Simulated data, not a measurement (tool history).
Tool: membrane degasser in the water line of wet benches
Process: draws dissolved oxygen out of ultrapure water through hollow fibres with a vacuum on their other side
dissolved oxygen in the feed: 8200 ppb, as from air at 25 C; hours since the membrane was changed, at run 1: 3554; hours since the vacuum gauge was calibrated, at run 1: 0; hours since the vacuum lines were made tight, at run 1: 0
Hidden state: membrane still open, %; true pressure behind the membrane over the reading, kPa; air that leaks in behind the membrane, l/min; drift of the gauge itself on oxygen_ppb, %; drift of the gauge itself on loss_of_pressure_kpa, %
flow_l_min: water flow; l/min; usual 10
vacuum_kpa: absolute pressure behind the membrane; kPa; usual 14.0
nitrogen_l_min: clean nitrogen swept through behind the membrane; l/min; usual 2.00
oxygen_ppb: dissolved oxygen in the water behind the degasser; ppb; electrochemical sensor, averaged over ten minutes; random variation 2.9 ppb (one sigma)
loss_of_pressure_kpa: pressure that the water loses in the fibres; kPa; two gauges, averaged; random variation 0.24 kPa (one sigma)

run,day,flow_l_min,vacuum_kpa,nitrogen_l_min,hours since the membrane was changed,hours since the vacuum gauge was calibrated,hours since the vacuum lines were made tight,oxygen_ppb,loss_of_pressure_kpa
1,0.000,10,14.0,2.00,3554,0,0,294.7,65.59
2,8.254,10,14.0,2.00,3752,198,198,300.2,65.22
3,21.408,10,14.0,2.00,4068,514,514,301.2,65.48
# day 22.175: vacuum gauge calibrated
4,31.225,10,14.0,2.00,4303,217,749,301.5,65.55
5,43.075,10,14.0,2.00,4587,502,1034,301.9,65.82
6,57.646,15,14.8,1.60,4937,851,1383,601.6,98.37
# day 70.008: vacuum gauge calibrated, once more
7,70.008,7,28.8,1.60,5233,0,1679,340.7,46.07
8,76.308,6,28.5,4.16,5384,151,1831,141.9,39.21
9,88.433,6,28.5,1.01,5675,442,2122,413.4,39.24
10,99.521,6,28.5,1.01,5941,708,2388,409.7,39.44

Forecast each of these 5 alternatives for the next run:
A,114.129,13,13.4,1.21,6292,1059,2738,?,?
B,114.129,10,27.0,2.00,6292,1059,2738,?,?
C,114.129,10,28.5,1.01,6292,1059,2738,?,?
D,114.129,7,23.3,1.76,6292,1059,2738,?,?
E,114.129,11,14.0,3.01,6292,1059,2738,?,?

run,oxygen_ppb,loss_of_pressure_kpa
A,533.8,85.98
B,451.5,65.51
C,719.7,66.08
D,272.0,46.14
E,316.3,72.27
Without the tool's hidden state the same runs would have given:
run,oxygen_ppb,loss_of_pressure_kpa
A,509.3,84.05
B,432.6,64.04
C,698.1,64.60
D,259.6,45.10
E,297.0,70.64

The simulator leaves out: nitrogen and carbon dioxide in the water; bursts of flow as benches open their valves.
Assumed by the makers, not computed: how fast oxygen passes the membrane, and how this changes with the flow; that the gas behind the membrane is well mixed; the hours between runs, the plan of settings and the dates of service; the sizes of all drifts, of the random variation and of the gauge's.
